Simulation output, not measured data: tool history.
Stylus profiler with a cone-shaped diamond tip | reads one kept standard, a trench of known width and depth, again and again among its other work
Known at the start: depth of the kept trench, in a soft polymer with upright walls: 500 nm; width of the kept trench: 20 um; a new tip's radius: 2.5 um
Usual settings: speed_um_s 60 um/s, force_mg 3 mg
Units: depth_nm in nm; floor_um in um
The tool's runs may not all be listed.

run	day	speed_um_s	force_mg	depth_nm	floor_um
1	0	60	3	510.12	16.81
2	0.588	60	3	510.15	16.81
3	0.983	60	3	510.61	16.81
4	1.608	60	3	510.2	16.83
5	2.017	60	3	510.09	16.81
6	2.35	60	3	510.33	16.82
7	2.962	60	3	510.34	16.79
8	3.512	27	3	510.32	16.82
9	3.879	27	3	510.24	16.85
10	4.171	27	4.12	512.58	16.83
11	4.575	35	1.51	506.93	16.75
12	5.042	85	8.87	520.57	16.68
13	5.662	117	1	505.67	16.57
14	6.017	35	2.56	509.4	16.82
15	6.612	199	2.16	508.6	16.47
16	7.221	199	2.16	508.69	16.55
17	7.579	16	1.14	505.76	16.85
18	8.104	60	1.19	506.1	16.69
19	8.575	239	2.3	509.15	16.43

Forecast each of these 5 alternatives for the next run:
A	9.071	123	5.66	?	?
B	9.071	39	2.3	?	?
C	9.071	60	1.42	?	?
D	9.071	32	4.53	?	?
E	9.071	106	1.09	?	?

run	depth_nm	floor_um
A	515.54	16.72
B	508.7	16.74
C	507.01	16.72
D	513.67	16.8
E	505.81	16.57
Without the tool's hidden state the same runs would have given:
run	depth_nm	floor_um
A	514.48	16.87
B	507.65	16.89
C	505.96	16.87
D	512.61	16.95
E	504.76	16.72
